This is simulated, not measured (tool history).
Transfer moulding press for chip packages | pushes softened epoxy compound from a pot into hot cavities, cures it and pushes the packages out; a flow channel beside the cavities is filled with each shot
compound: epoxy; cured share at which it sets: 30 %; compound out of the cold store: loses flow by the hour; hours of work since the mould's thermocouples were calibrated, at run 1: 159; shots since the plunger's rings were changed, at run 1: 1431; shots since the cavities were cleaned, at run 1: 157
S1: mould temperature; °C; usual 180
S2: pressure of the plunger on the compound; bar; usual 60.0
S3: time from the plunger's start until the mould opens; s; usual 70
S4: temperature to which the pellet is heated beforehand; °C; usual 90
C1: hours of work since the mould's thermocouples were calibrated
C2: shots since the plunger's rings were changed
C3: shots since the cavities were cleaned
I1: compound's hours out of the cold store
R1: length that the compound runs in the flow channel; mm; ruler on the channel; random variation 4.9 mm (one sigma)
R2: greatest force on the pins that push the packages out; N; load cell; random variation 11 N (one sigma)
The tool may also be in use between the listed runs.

{"run": 1, "hour": 0.0, "S1": 180, "S2": 60.0, "S3": 70, "S4": 90, "C1": 159, "C2": 1431, "C3": 157, "I1": 36.4, "R1": 753, "R2": 583}
{"run": 2, "hour": 20.8, "S1": 180, "S2": 60.0, "S3": 70, "S4": 90, "C1": 172, "C2": 1747, "C3": 473, "I1": 47.8, "R1": 713, "R2": 634}
{"run": 3, "hour": 37.0, "S1": 180, "S2": 60.0, "S3": 70, "S4": 100, "C1": 183, "C2": 1993, "C3": 719, "I1": 18.2, "R1": 794, "R2": 735}
{"hour": 48.2, "done": "cavities cleaned with cleaning compound and waxed"}
{"run": 4, "hour": 49.7, "S1": 180, "S2": 60.0, "S3": 70, "S4": 100, "C1": 191, "C2": 2163, "C3": 23, "I1": 17.6, "R1": 812, "R2": 548}
{"run": 5, "hour": 66.9, "S1": 180, "S2": 60.0, "S3": 70, "S4": 100, "C1": 202, "C2": 2425, "C3": 285, "I1": 14.7, "R1": 808, "R2": 609}
{"run": 6, "hour": 78.4, "S1": 180, "S2": 60.0, "S3": 70, "S4": 100, "C1": 210, "C2": 2600, "C3": 460, "I1": 11.7, "R1": 825, "R2": 663}
{"run": 7, "hour": 94.5, "S1": 180, "S2": 60.0, "S3": 70, "S4": 100, "C1": 220, "C2": 2845, "C3": 705, "I1": 32.6, "R1": 751, "R2": 681}
{"hour": 105.6, "done": "cavities cleaned with cleaning compound and waxed"}
{"hour": 111.9, "done": "plunger's sealing rings changed"}
{"run": 8, "hour": 122.1, "S1": 180, "S2": 60.0, "S3": 70, "S4": 100, "C1": 236, "C2": 155, "C3": 212, "I1": 28.1, "R1": 793, "R2": 603}
{"run": 9, "hour": 143.7, "S1": 184, "S2": 60.0, "S3": 70, "S4": 100, "C1": 250, "C2": 485, "C3": 542, "I1": 28.2, "R1": 770, "R2": 563}
{"hour": 166.7, "done": "cavities cleaned with cleaning compound and waxed"}
{"run": 10, "hour": 169.2, "S1": 184, "S2": 60.0, "S3": 70, "S4": 100, "C1": 266, "C2": 849, "C3": 38, "I1": 38.3, "R1": 749, "R2": 418}
{"run": 11, "hour": 189.7, "S1": 184, "S2": 60.0, "S3": 70, "S4": 100, "C1": 280, "C2": 1161, "C3": 350, "I1": 42.6, "R1": 727, "R2": 526}
{"run": 12, "hour": 208.7, "S1": 180, "S2": 64.3, "S3": 70, "S4": 90, "C1": 293, "C2": 1449, "C3": 638, "I1": 22.3, "R1": 833, "R2": 722}
{"hour": 224.5, "done": "cavities cleaned with cleaning compound and waxed"}
{"run": 13, "hour": 225.4, "S1": 180, "S2": 60.0, "S3": 87, "S4": 90, "C1": 303, "C2": 1680, "C3": 13, "I1": 22.6, "R1": 790, "R2": 421}
{"run": 14, "hour": 238.7, "S1": 180, "S2": 60.0, "S3": 87, "S4": 90, "C1": 311, "C2": 1883, "C3": 216, "I1": 18.5, "R1": 800, "R2": 453}
{"hour": 256.5, "done": "mould's thermocouples calibrated"}
{"run": 15, "hour": 261.5, "S1": 182, "S2": 54.7, "S3": 58, "S4": 89, "C1": 3, "C2": 2199, "C3": 532, "I1": 23.4, "R1": 756, "R2": 1017}
{"run": 16, "hour": 276.2, "S1": 186, "S2": 47.8, "S3": 70, "S4": 92, "C1": 13, "C2": 2423, "C3": 756, "I1": 45.3, "R1": 626, "R2": 567}
{"hour": 285.2, "done": "cavities cleaned with cleaning compound and waxed"}
{"run": 17, "hour": 299.8, "S1": 183, "S2": 47.8, "S3": 64, "S4": 95, "C1": 28, "C2": 2759, "C3": 222, "I1": 45.9, "R1": 627, "R2": 602}
{"run": 18, "hour": 312.6, "S1": 176, "S2": 55.8, "S3": 90, "S4": 93, "C1": 36, "C2": 2953, "C3": 416, "I1": 21.2, "R1": 775, "R2": 561}
{"hour": 320.6, "done": "plunger's sealing rings changed"}
{"run": 19, "hour": 331.0, "S1": 179, "S2": 60.0, "S3": 62, "S4": 90, "C1": 47, "C2": 157, "C3": 657, "I1": 44.1, "R1": 745, "R2": 1018}
{"hour": 345.3, "done": "cavities cleaned with cleaning compound and waxed"}
{"run": 20, "hour": 356.5, "S1": 180, "S2": 52.9, "S3": 85, "S4": 90, "C1": 63, "C2": 522, "C3": 169, "I1": 36.3, "R1": 720, "R2": 433}
{"run": 21, "hour": 368.1, "S1": 177, "S2": 45.5, "S3": 99, "S4": 99, "C1": 71, "C2": 700, "C3": 347, "I1": 46.2, "R1": 637, "R2": 477}
{"run": 22, "hour": 385.8, "S1": 181, "S2": 49.9, "S3": 70, "S4": 86, "C1": 82, "C2": 968, "C3": 615, "I1": 19.9, "R1": 742, "R2": 724}
{"hour": 403.4, "done": "cavities cleaned with cleaning compound and waxed"}
{"run": 23, "hour": 404.6, "S1": 181, "S2": 49.9, "S3": 70, "S4": 86, "C1": 94, "C2": 1230, "C3": 17, "I1": 8.1, "R1": 778, "R2": 543}
{"run": 24, "hour": 422.7, "S1": 178, "S2": 52.9, "S3": 91, "S4": 90, "C1": 106, "C2": 1506, "C3": 293, "I1": 12.7, "R1": 794, "R2": 502}
{"run": 25, "hour": 432.6, "S1": 178, "S2": 52.9, "S3": 91, "S4": 90, "C1": 112, "C2": 1657, "C3": 444, "I1": 42.6, "R1": 687, "R2": 515}
{"run": 26, "hour": 455.9, "S1": 180, "S2": 72.4, "S3": 51, "S4": 93, "C1": 128, "C2": 2010, "C3": 797, "I1": 27.1, "R1": 857, "R2": 1657}
{"hour": 461.3, "done": "cavities cleaned with cleaning compound and waxed"}
{"run": 27, "hour": 471.4, "S1": 180, "S2": 72.4, "S3": 51, "S4": 93, "C1": 137, "C2": 2224, "C3": 153, "I1": 20.6, "R1": 877, "R2": 1381}
{"run": 28, "hour": 491.2, "S1": 183, "S2": 73.8, "S3": 97, "S4": 98, "C1": 150, "C2": 2526, "C3": 455, "I1": 44.8, "R1": 790, "R2": 483}

Hidden state or all else? Some run-to-run changes of R1, split into what the settings, what came in and random variation would give without the hidden state, and what is left for the hidden state (with any gauge scatter that isn't in both results):
The hidden state here: true mould temperature over the reading, C; pressure that reaches the compound, % of what is set; grip of the stained cavities, % over clean ones'; drift of the gauge itself on flow_mm, %; drift of the gauge itself on push_out_n, %.
Run 7 -> 8: cavities cleaned with cleaning compound and waxed, plunger's sealing rings changed. R1 +42 mm: hidden state +25, all else +17.
Run 17 -> 18: S1 183 -> 176, S2 47.8 -> 55.8, S3 64 -> 90, S4 95 -> 93. R1 +148 mm: hidden state -8, all else +156.
Run 18 -> 19: S1 176 -> 179, S2 55.8 -> 60.0, S3 90 -> 62, S4 93 -> 90, plunger's sealing rings changed. R1 -30 mm: hidden state +29, all else -59.
Run 25 -> 26: S1 178 -> 180, S2 52.9 -> 72.4, S3 91 -> 51, S4 90 -> 93. R1 +170 mm: hidden state -6, all else +176.
